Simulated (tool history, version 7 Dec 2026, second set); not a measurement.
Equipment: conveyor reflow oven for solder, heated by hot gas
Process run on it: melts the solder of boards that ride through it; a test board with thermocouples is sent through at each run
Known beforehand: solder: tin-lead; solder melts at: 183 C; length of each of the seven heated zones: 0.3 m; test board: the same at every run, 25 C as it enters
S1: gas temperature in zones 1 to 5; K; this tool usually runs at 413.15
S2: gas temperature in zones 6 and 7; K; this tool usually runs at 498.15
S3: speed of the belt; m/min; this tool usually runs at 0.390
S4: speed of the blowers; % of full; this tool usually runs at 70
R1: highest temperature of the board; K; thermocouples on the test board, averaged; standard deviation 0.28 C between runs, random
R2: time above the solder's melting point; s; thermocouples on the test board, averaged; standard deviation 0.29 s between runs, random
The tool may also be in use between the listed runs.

run	hour	S1	S2	S3	S4	R1	R2
1	0.0	413.15	498.15	0.390	70	488.25	71.7
2	31.7	413.15	498.15	0.310	70	493.25	97.6
3	58.6	413.15	498.15	0.390	70	488.75	71.9
4	89.8	413.15	498.15	0.390	86	491.05	75.0
5	128.1	413.15	498.15	0.390	86	490.55	72.8
6	158.7	413.15	498.15	0.374	70	489.75	74.3
7	193.1	413.15	498.15	0.390	55	486.05	65.6
8	232.7	413.15	498.15	0.390	55	485.45	65.6
9	277.3	413.15	498.15	0.390	68	488.05	69.8
10	318.0	413.15	498.15	0.390	68	488.45	70.0
11	336.1	413.15	498.15	0.390	68	488.05	69.6
12	373.0	413.15	507.15	0.390	60	495.05	75.0
13	409.1	413.15	507.15	0.390	60	495.15	75.3
14	433.6	415.15	507.15	0.390	62	496.55	77.6
15	459.5	415.15	507.15	0.390	74	499.25	79.3
16	479.4	402.15	498.15	0.390	78	489.75	68.1
17	515.0	402.15	495.15	0.399	70	484.75	61.2
18	550.4	412.15	498.15	0.322	77	494.45	94.1
19	586.9	413.15	491.15	0.406	61	480.85	58.9
20	621.3	403.15	513.15	0.390	70	502.75	77.4

The log once held 4 entries between its listed runs, left out of this copy. Where does each go, and what is different about the tool's unlogged condition between the listed run before it and the listed run after it?
From run 1 to run 2: belt drive overhauled, speed set with a stopwatch (hour 13.8)
  heat that the gas passes to the board, % of a clean oven's: 97.1 -> 96.7; belt's true speed, % of the reading: 98.12 -> 97.65; true gas temperature in zones 6 and 7 over the reading, C: 1.2 -> 1.28
  measured result minus the result with no hidden state, R1: +1.10 -> +1.30 K; R2: +2.3 -> +3.4 s
From run 4 to run 5: belt drive overhauled, speed set with a stopwatch, once more (hour 126.8)
  heat that the gas passes to the board, % of a clean oven's: 95.9 -> 95.5; belt's true speed, % of the reading: 97.54 -> 100.07; true gas temperature in zones 6 and 7 over the reading, C: 1.43 -> 1.53
  measured result minus the result with no hidden state, R1: +1.10 -> +0.60 K; R2: +2.7 -> +0.1 s
From run 5 to run 6: flux residue cleaned out of gas plates and filters (hour 136.7)
  heat that the gas passes to the board, % of a clean oven's: 95.5 -> 98; belt's true speed, % of the reading: 100.07 -> 100.02; true gas temperature in zones 6 and 7 over the reading, C: 1.53 -> 1.61
  measured result minus the result with no hidden state, R1: +0.60 -> +1.20 K; R2: +0.1 -> +0.8 s
From run 13 to run 14: flux residue cleaned out of gas plates and filters (hour 429.5)
  heat that the gas passes to the board, % of a clean oven's: 94.9 -> 99.7; belt's true speed, % of the reading: 99.57 -> 99.53; true gas temperature in zones 6 and 7 over the reading, C: 2.28 -> 2.32
  measured result minus the result with no hidden state, R1: +1.30 -> +2.20 K; R2: +1.2 -> +2.1 s
